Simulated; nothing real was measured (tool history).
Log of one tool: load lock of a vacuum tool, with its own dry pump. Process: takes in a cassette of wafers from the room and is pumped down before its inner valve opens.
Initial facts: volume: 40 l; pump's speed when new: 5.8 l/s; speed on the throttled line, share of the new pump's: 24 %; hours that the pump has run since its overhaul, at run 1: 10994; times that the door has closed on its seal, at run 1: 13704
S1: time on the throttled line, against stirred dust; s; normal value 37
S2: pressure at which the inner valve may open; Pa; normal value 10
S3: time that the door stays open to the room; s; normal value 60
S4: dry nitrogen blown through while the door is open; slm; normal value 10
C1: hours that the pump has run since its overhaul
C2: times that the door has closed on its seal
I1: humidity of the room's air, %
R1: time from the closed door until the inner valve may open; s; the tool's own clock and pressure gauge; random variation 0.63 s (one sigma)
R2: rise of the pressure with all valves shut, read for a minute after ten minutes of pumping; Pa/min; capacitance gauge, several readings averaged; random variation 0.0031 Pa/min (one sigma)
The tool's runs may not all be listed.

run 1 hour=0 | S1=37 S2=10 S3=60 S4=10 | C1=10994 C2=13704 | I1=43.2 | R1=97.8 R2=0.142
run 2 hour=282.4 | S1=37 S2=10 S3=60 S4=10 | C1=11276 C2=14558 | I1=42.5 | R1=97 R2=0.15
run 3 hour=558.9 | S1=37 S2=10 S3=60 S4=10 | C1=11553 C2=15394 | I1=43.7 | R1=96.3 R2=0.158
run 4 hour=840.2 | S1=37 S2=10 S3=60 S4=10 | C1=11834 C2=16245 | I1=43.5 | R1=96.6 R2=0.162
run 5 hour=979.5 | S1=37 S2=10 S3=60 S4=10 | C1=11973 C2=16666 | I1=46 | R1=96.3 R2=0.171
run 6 hour=1239.3 | S1=37 S2=10 S3=60 S4=10 | C1=12233 C2=17452 | I1=49.4 | R1=96.6 R2=0.183
run 7 hour=1438 | S1=37 S2=10 S3=60 S4=10 | C1=12432 C2=18053 | I1=43.7 | R1=96.8 R2=0.178
run 8 hour=1598 | S1=37 S2=15 S3=60 S4=10 | C1=12592 C2=18537 | I1=42.4 | R1=94.1 R2=0.183
run 9 hour=1786.5 | S1=37 S2=10 S3=60 S4=10 | C1=12780 C2=19107 | I1=46.7 | R1=97.3 R2=0.191
run 10 hour=2022.5 | S1=37 S2=10 S3=60 S4=10 | C1=13016 C2=19820 | I1=45.2 | R1=98.3 R2=0.196
run 11 hour=2292.6 | S1=37 S2=10 S3=60 S4=42 | C1=13286 C2=20637 | I1=44.1 | R1=96.8 R2=0.175
run 12 hour=2550.4 | S1=37 S2=9 S3=60 S4=10 | C1=13544 C2=21417 | I1=45.3 | R1=98.7 R2=0.206
run 13 hour=2844.2 | S1=37 S2=10 S3=41 S4=10 | C1=13838 C2=22305 | I1=46.3 | R1=98 R2=0.21
run 14 hour=2977.5 | S1=37 S2=10 S3=41 S4=10 | C1=13971 C2=22708 | I1=45.9 | R1=97.2 R2=0.214
run 15 hour=3143.9 | S1=37 S2=10 S3=60 S4=10 | C1=14138 C2=23212 | I1=45.4 | R1=98.5 R2=0.224
run 16 hour=3413.8 | S1=27 S2=10 S3=60 S4=10 | C1=14408 C2=24028 | I1=41.4 | R1=90.5 R2=0.231
run 17 hour=3655.1 | S1=37 S2=10 S3=60 S4=19 | C1=14649 C2=24758 | I1=44.4 | R1=99 R2=0.226
run 18 hour=3927.7 | S1=37 S2=10 S3=60 S4=19 | C1=14921 C2=25582 | I1=45.8 | R1=97.7 R2=0.234
run 19 hour=4092.2 | S1=27 S2=15 S3=60 S4=10 | C1=15086 C2=26079 | I1=39.6 | R1=87.4 R2=0.243
run 20 hour=4282.2 | S1=27 S2=14 S3=60 S4=5 | C1=15276 C2=26654 | I1=43.9 | R1=88.8 R2=0.269
run 21 hour=4575 | S1=27 S2=14 S3=60 S4=5 | C1=15569 C2=27539 | I1=44.1 | R1=88.9 R2=0.272
run 22 hour=4871.1 | S1=27 S2=14 S3=60 S4=9 | C1=15865 C2=28435 | I1=43 | R1=89.6 R2=0.28
run 23 hour=5130.6 | S1=44 S2=8 S3=37 S4=39 | C1=16124 C2=29220 | I1=44.1 | R1=105.9 R2=0.248
run 24 hour=5403.5 | S1=35 S2=14 S3=125 S4=6 | C1=16397 C2=30045 | I1=47.8 | R1=95 R2=0.34
run 25 hour=5660.1 | S1=23 S2=10 S3=60 S4=10 | C1=16654 C2=30821 | I1=42.8 | R1=89.9 R2=0.3
run 26 hour=5827.1 | S1=23 S2=10 S3=60 S4=10 | C1=16821 C2=31326 | I1=42.8 | R1=89.8 R2=0.311
run 27 hour=5963.2 | S1=23 S2=10 S3=60 S4=17 | C1=16957 C2=31738 | I1=47.3 | R1=89.6 R2=0.312
run 28 hour=6131 | S1=23 S2=10 S3=60 S4=17 | C1=17125 C2=32245 | I1=44.3 | R1=89.5 R2=0.311
run 29 hour=6256 | S1=23 S2=10 S3=60 S4=17 | C1=17250 C2=32623 | I1=45.9 | R1=89.5 R2=0.318
run 30 hour=6523.4 | S1=29 S2=10 S3=54 S4=18 | C1=17517 C2=33432 | I1=45.5 | R1=95.4 R2=0.331
run 31 hour=6733.7 | S1=19 S2=10 S3=174 S4=10 | C1=17727 C2=34068 | I1=47 | R1=88.6 R2=0.395

4 options for the next run, each taken on its own from the tool as it stands now. Forecast them:
run A hour=6976.9 | S1=19 S2=10 S3=44 S4=34 | C1=17971 C2=34803 | I1=44 | R1=? R2=?
run B hour=6976.9 | S1=26 S2=10 S3=91 S4=10 | C1=17971 C2=34803 | I1=45 | R1=? R2=?
run C hour=6976.9 | S1=19 S2=10 S3=181 S4=8 | C1=17971 C2=34803 | I1=44.1 | R1=? R2=?
run D hour=6976.9 | S1=37 S2=9 S3=109 S4=9 | C1=17971 C2=34803 | I1=46.1 | R1=? R2=?

run=A R1=86.5 R2=0.329
run=B R1=92.7 R2=0.374
run=C R1=86.9 R2=0.407
run=D R1=101.6 R2=0.382
With the hidden condition removed and each run's random variation left untouched, the same runs would have given:
run=A R1=77.8 R2=0.029
run=B R1=84.3 R2=0.073
run=C R1=78.1 R2=0.107
run=D R1=93.5 R2=0.083
